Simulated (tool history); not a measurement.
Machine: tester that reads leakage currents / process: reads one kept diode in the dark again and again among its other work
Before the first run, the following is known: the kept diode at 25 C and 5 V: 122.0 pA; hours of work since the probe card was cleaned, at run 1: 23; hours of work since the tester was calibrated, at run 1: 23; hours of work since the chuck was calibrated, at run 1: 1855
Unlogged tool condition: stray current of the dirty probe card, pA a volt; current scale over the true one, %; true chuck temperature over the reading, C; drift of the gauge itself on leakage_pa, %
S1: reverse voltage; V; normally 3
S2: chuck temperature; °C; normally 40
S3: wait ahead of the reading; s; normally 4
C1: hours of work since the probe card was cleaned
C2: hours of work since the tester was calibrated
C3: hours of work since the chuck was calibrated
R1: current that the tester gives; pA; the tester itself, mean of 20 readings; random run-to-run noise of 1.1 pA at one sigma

run 1 hour=0 | S1=3 S2=40 S3=4 | C1=23 C2=23 C3=1855 | R1=319.7
run 2 hour=70 | S1=3 S2=40 S3=4 | C1=65 C2=65 C3=1897 | R1=317.9
run 3 hour=132.2 | S1=3 S2=40 S3=4 | C1=103 C2=103 C3=1935 | R1=316.69
run 4 hour=227.1 | S1=3 S2=40 S3=4 | C1=160 C2=160 C3=1992 | R1=315.85
run 5 hour=288 | S1=3 S2=40 S3=4 | C1=196 C2=196 C3=2028 | R1=316.39
-- hour=297.9 chuck's temperature calibrated
run 6 hour=351.3 | S1=3 S2=40 S3=4 | C1=233 C2=233 C3=32 | R1=354.61
run 7 hour=406.8 | S1=3 S2=40 S3=4 | C1=266 C2=266 C3=65 | R1=353.5
run 8 hour=507.3 | S1=3 S2=40 S3=4 | C1=326 C2=326 C3=126 | R1=353.04
run 9 hour=597.2 | S1=3 S2=40 S3=4 | C1=380 C2=380 C3=179 | R1=350.44
run 10 hour=673 | S1=3 S2=40 S3=4 | C1=426 C2=426 C3=225 | R1=350.13
run 11 hour=751.6 | S1=3 S2=40 S3=4 | C1=473 C2=473 C3=272 | R1=350.33
run 12 hour=866 | S1=3 S2=40 S3=4 | C1=541 C2=541 C3=341 | R1=349.99
run 13 hour=988 | S1=3 S2=40 S3=4 | C1=614 C2=614 C3=414 | R1=349.57
run 14 hour=1067.3 | S1=3 S2=40 S3=4 | C1=662 C2=662 C3=461 | R1=348.15
run 15 hour=1183.9 | S1=3 S2=40 S3=4 | C1=732 C2=732 C3=531 | R1=346.2
run 16 hour=1238.4 | S1=3 S2=40 S3=4 | C1=764 C2=764 C3=564 | R1=346.48
run 17 hour=1327.9 | S1=14.07 S2=40 S3=4 | C1=818 C2=818 C3=617 | R1=645.71
run 18 hour=1418.3 | S1=14.07 S2=40 S3=4 | C1=872 C2=872 C3=672 | R1=647.51
run 19 hour=1512.1 | S1=14.07 S2=40 S3=2.82 | C1=929 C2=929 C3=728 | R1=643.75
run 20 hour=1624.2 | S1=14.07 S2=40 S3=5.35 | C1=996 C2=996 C3=795 | R1=642.1
run 21 hour=1699.4 | S1=9.75 S2=45 S3=0.79 | C1=1041 C2=1041 C3=840 | R1=817.04
run 22 hour=1781 | S1=10.08 S2=29 S3=5.59 | C1=1090 C2=1090 C3=889 | R1=223.88
run 23 hour=1909 | S1=2.3 S2=29 S3=5.59 | C1=1166 C2=1166 C3=966 | R1=120.55
run 24 hour=2014.2 | S1=1.97 S2=40 S3=9.29 | C1=1229 C2=1229 C3=1029 | R1=283.96
run 25 hour=2088.4 | S1=5.75 S2=54 S3=4.36 | C1=1274 C2=1274 C3=1073 | R1=1305.57
run 26 hour=2175 | S1=17.65 S2=38 S3=5.94 | C1=1326 C2=1326 C3=1125 | R1=591.95
run 27 hour=2296.9 | S1=17.65 S2=38 S3=5.94 | C1=1399 C2=1399 C3=1198 | R1=593.25
run 28 hour=2401.1 | S1=3 S2=22 S3=0.32 | C1=1461 C2=1461 C3=1261 | R1=72.79
run 29 hour=2466.2 | S1=2.53 S2=40 S3=0.49 | C1=1500 C2=1500 C3=1300 | R1=311.24
run 30 hour=2562.6 | S1=13.87 S2=36 S3=0.49 | C1=1558 C2=1558 C3=1357 | R1=455.68
run 31 hour=2625 | S1=19.15 S2=30 S3=7.08 | C1=1595 C2=1595 C3=1395 | R1=316.88
run 32 hour=2746.6 | S1=14.05 S2=59 S3=1.84 | C1=1668 C2=1668 C3=1468 | R1=2659.04
run 33 hour=2868.8 | S1=14.05 S2=59 S3=1.84 | C1=1742 C2=1742 C3=1541 | R1=2670.1
run 34 hour=2959.6 | S1=14.05 S2=59 S3=1.84 | C1=1796 C2=1796 C3=1595 | R1=2659.9
run 35 hour=3046.4 | S1=14.05 S2=59 S3=1.84 | C1=1848 C2=1848 C3=1647 | R1=2649.28
-- hour=3071.1 probe card cleaned and baked
run 36 hour=3135.9 | S1=3 S2=34 S3=0.47 | C1=39 C2=1900 C3=1699 | R1=197.24
run 37 hour=3217.6 | S1=3 S2=34 S3=0.47 | C1=88 C2=1949 C3=1748 | R1=195.23
run 38 hour=3350.4 | S1=1.06 S2=34 S3=0.47 | C1=167 C2=2028 C3=1828 | R1=127.98
run 39 hour=3469.5 | S1=5.14 S2=34 S3=0.52 | C1=239 C2=2100 C3=1899 | R1=241.96

Here are 4 independent what-if runs from the current tool condition. What would each one return?
run A hour=3558.4 | S1=3 S2=28 S3=4 | C1=292 C2=2153 C3=1952 | R1=?
run B hour=3558.4 | S1=1.07 S2=42 S3=1.04 | C1=292 C2=2153 C3=1952 | R1=?
run C hour=3558.4 | S1=7.56 S2=22 S3=0.52 | C1=292 C2=2153 C3=1952 | R1=?
run D hour=3558.4 | S1=5.14 S2=25 S3=0.52 | C1=292 C2=2153 C3=1952 | R1=?

run=A R1=114.58
run=B R1=247.43
run=C R1=99.69
run=D R1=110.21
Stripped of hidden state, with their random variation kept, the same runs would have yielded:
run=A R1=129.12
run=B R1=276.86
run=C R1=111.58
run=D R1=123.88
